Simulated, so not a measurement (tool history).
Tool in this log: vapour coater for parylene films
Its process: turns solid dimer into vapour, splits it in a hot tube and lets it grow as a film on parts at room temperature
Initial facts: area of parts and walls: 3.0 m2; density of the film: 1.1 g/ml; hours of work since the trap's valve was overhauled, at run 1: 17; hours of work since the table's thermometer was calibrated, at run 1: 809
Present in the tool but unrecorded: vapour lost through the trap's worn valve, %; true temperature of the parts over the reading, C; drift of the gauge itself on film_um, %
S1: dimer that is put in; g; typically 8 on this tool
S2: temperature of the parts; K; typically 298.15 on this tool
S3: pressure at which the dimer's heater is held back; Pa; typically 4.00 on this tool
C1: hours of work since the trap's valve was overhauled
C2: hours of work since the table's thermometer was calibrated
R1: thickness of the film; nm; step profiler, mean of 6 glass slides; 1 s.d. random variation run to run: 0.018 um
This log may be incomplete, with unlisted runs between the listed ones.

run     day  S1      S2     S3   C1   C2    R1
  1   0.000   8  298.15   4.00   17  809  1470
      1.804  -- table's thermometer calibrated
  2   2.612   8  298.15   4.00   51   11  1350
  3   4.858   8  305.15   4.00   80   40   980
  4   7.567   8  298.15   4.00  115   75  1310
  5   9.083   8  298.15   4.00  135   95  1320
  6  12.250   8  298.15   4.00  177  137  1330
  7  14.771   8  298.15   4.00  209  169  1300
  8  16.883   8  298.15   4.00  237  197  1280
  9  20.125   8  298.15   4.00  279  239  1240
 10  22.662   8  298.15   4.00  313  273  1290
     23.100  -- trap's valve overhauled
 11  25.179   8  294.15   4.00   27  303  1390
 12  27.417   8  298.15   4.00   56  333  1100
 13  29.388   8  298.15   4.00   82  358  1140
 14  31.188   8  298.15   2.94  106  382  1150
 15  33.354   8  298.15   2.94  134  410  1120
 16  35.321   8  298.15   4.28  160  436  1060
 17  37.521  14  308.15   5.91  189  465  1110
     38.488  -- trap's valve overhauled, once more
 18  39.962   6  298.15   4.42   19  494  1040
 19  42.554   6  298.15   4.42   53  528  1020
 20  44.092   6  298.15   4.42   73  548  1020
 21  46.400   6  298.15   4.42  103  579  1010
 22  49.062   8  298.15   8.57  138  613  1290
 23  51.621   8  298.15   4.13  172  647  1350
 24  55.096   3  298.15  10.15  217  692   440
 25  57.679   4  302.15   4.83  251  726   520
 26  59.929   5  305.15   2.61  280  755   620
     62.775  -- trap's valve overhauled
 27  63.354   5  305.15   2.61    8  798   700
 28  64.962   5  305.15   2.61   29  819   670
     66.046  -- table's thermometer calibrated
 29  67.646   4  298.15   3.54   63   21   700

What if the next run were any one of these 5? Each begins from the tool's condition after run 29:
  A  69.971   4  298.15  11.15  94  51   ?
  B  69.971   4  298.15   7.52  94  51   ?
  C  69.971  12  304.15   6.44  94  51   ?
  D  69.971   9  310.15   3.54  94  51   ?
  E  69.971   4  306.15   3.54  94  51   ?

run    R1
  A   610
  B   620
  C  1470
  D   900
  E   490
With the hidden condition removed and each run's random variation left untouched, the same runs would have given:
run    R1
  A   640
  B   640
  C  1520
  D   940
  E   500
